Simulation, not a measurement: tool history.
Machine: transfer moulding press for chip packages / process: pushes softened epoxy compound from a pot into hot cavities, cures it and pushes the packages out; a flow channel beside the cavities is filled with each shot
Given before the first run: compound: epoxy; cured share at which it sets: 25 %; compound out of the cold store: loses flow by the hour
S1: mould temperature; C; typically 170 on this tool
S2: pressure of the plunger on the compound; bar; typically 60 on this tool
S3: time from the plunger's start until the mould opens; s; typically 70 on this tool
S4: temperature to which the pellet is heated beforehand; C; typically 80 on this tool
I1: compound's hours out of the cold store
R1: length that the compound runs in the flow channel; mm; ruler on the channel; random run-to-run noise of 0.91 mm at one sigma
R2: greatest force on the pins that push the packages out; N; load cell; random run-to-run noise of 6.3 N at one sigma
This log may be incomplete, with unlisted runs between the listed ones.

run,hour,S1,S2,S3,S4,I1,R1,R2
1,0,170,60,70,80,46.5,452.7,260
2,47.1,170,60,70,80,47.3,448.7,322
# hour 66.1: cavities cleaned with cleaning compound and waxed
3,74.5,170,60,70,80,9.9,560.7,401
4,127.2,170,60,70,80,33.4,483.2,365
# hour 149.8: cavities cleaned with cleaning compound and waxed
5,171.7,170,60,70,80,31.4,487,289
# hour 187.7: plunger's sealing rings changed
6,198.3,170,60,70,74,38.7,477.8,315
# hour 235.4: cavities cleaned with cleaning compound and waxed
7,242.9,170,60,70,74,14.1,552.1,285
8,275.5,170,60,70,74,41,467.3,326
# hour 310.5: cavities cleaned with cleaning compound and waxed, once more
9,315.3,170,60,70,74,17.2,537.4,262
10,367.5,170,64.9,70,80,46.9,463.5,324
# hour 395: cavities cleaned with cleaning compound and waxed
11,412.3,170,60,70,80,42.6,453.2,284
# hour 431.4: plunger's sealing rings changed
12,461.3,170,60,70,80,18.7,537.2,348
# hour 480.6: cavities cleaned with cleaning compound and waxed
13,509,170,60,70,80,18.5,537,310
14,542.3,170,60,53,77,15.7,543.2,772
# hour 563.3: cavities cleaned with cleaning compound and waxed
15,569.9,173,58.3,86,88,30.8,479,201
16,620.6,173,60,96,80,43.7,448.5,258
# hour 646.6: cavities cleaned with cleaning compound and waxed
17,671.3,173,60,96,80,19.5,516.5,236
# hour 676.6: plunger's sealing rings changed
18,720.2,162,60,69,70,46.7,468.8,597
# hour 734.6: cavities cleaned with cleaning compound and waxed
# hour 743.7: mould's thermocouples calibrated
19,757.1,173,60,55,80,12.6,545.6,448
20,803,173,60,55,80,16.8,530.4,508
# hour 820.1: cavities cleaned with cleaning compound and waxed
21,849.4,170,53.3,70,72,27.4,472.4,295
22,880.2,175,53.3,78,72,32.7,447.6,260
# hour 903.6: cavities cleaned with cleaning compound and waxed
# hour 923: plunger's sealing rings changed
23,924,170,71.8,70,70,13.2,609.7,286
24,954.6,169,60,50,74,39,477.5,761
# hour 988.5: cavities cleaned with cleaning compound and waxed
25,1007.6,169,60,89,74,31.1,497.7,236
26,1051.6,169,60,89,74,10.8,561.5,271

5 ways to go on from here, each from the tool as it stands after run 26. What would each give?
# hour 1071.7: cavities cleaned with cleaning compound and waxed
A,1105.5,170,49.7,70,80,42.7,?,?
# hour 1071.7: cavities cleaned with cleaning compound and waxed
B,1105.5,170,63.6,70,83,28.6,?,?
# hour 1071.7: cavities cleaned with cleaning compound and waxed
C,1105.5,169,60,105,74,32,?,?
# hour 1071.7: cavities cleaned with cleaning compound and waxed
D,1105.5,169,45.3,57,74,46.4,?,?
# hour 1071.7: cavities cleaned with cleaning compound and waxed
E,1105.5,169,57.4,70,74,43.4,?,?

run,R1,R2
A,414.1,296
B,510.4,295
C,491.1,232
D,388.9,495
E,446,316
What these runs would have given with no unlogged condition in the tool:
run,R1,R2
A,423,228
B,521.4,226
C,501.6,179
D,397.3,377
E,455.6,242
